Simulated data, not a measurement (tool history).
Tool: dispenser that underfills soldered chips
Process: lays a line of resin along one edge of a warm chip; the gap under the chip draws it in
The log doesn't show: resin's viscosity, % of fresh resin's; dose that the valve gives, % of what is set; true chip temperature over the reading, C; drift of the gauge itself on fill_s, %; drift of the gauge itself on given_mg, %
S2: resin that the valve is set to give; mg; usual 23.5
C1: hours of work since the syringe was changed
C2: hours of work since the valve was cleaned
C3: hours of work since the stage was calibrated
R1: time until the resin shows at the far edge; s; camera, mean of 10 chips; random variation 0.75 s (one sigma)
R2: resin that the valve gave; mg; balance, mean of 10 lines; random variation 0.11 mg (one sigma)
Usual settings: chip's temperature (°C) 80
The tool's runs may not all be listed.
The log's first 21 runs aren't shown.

run 22 hour=179.8 | chip's_temperature_(°C)=78 S2=25.6 | C1=7 C2=43 C3=177 | R1=135.4 R2=24.47
-- hour=183.6 new syringe of resin
run 23 hour=186.7 | chip's_temperature_(°C)=75 S2=27.3 | C1=2 C2=47 C3=181 | R1=107.6 R2=26.12
run 24 hour=197.5 | chip's_temperature_(°C)=82 S2=28.7 | C1=9 C2=54 C3=188 | R1=125 R2=27.47
-- hour=198.8 new syringe of resin
run 25 hour=206.9 | chip's_temperature_(°C)=82 S2=28.7 | C1=5 C2=60 C3=195 | R1=95.4 R2=27.13
run 26 hour=212.7 | chip's_temperature_(°C)=92 S2=28 | C1=9 C2=64 C3=198 | R1=80 R2=26.28
-- hour=213.8 new syringe of resin
run 27 hour=218.5 | chip's_temperature_(°C)=92 S2=28 | C1=3 C2=68 C3=202 | R1=52.3 R2=26.35
run 28 hour=223.6 | chip's_temperature_(°C)=92 S2=25 | C1=7 C2=71 C3=205 | R1=66.4 R2=23.22
-- hour=228.6 new syringe of resin
run 29 hour=229.4 | chip's_temperature_(°C)=92 S2=25 | C1=0 C2=75 C3=209 | R1=45 R2=23.24
-- hour=236.4 dispensing valve cleaned and set on the balance
run 30 hour=238.7 | chip's_temperature_(°C)=69 S2=21.2 | C1=6 C2=2 C3=215 | R1=199.8 R2=21.15
-- hour=244.2 new syringe of resin
run 31 hour=248.1 | chip's_temperature_(°C)=69 S2=21.2 | C1=3 C2=8 C3=221 | R1=159.7 R2=20.97
run 32 hour=253 | chip's_temperature_(°C)=69 S2=27.6 | C1=6 C2=11 C3=224 | R1=191.3 R2=27.29
-- hour=259.4 new syringe of resin
run 33 hour=263.9 | chip's_temperature_(°C)=91 S2=29.6 | C1=3 C2=18 C3=231 | R1=54 R2=28.95

Run 34 comes next. What will it give?
run 34 hour=269.9 | chip's_temperature_(°C)=89 S2=26.5 | C1=7 C2=22 C3=235 | R1=? R2=?

Run 34 gave R1 78.1 s, R2 25.91 mg.
Without the tool's hidden state the same run would have given R1 45.1 s, R2 26.53 mg.
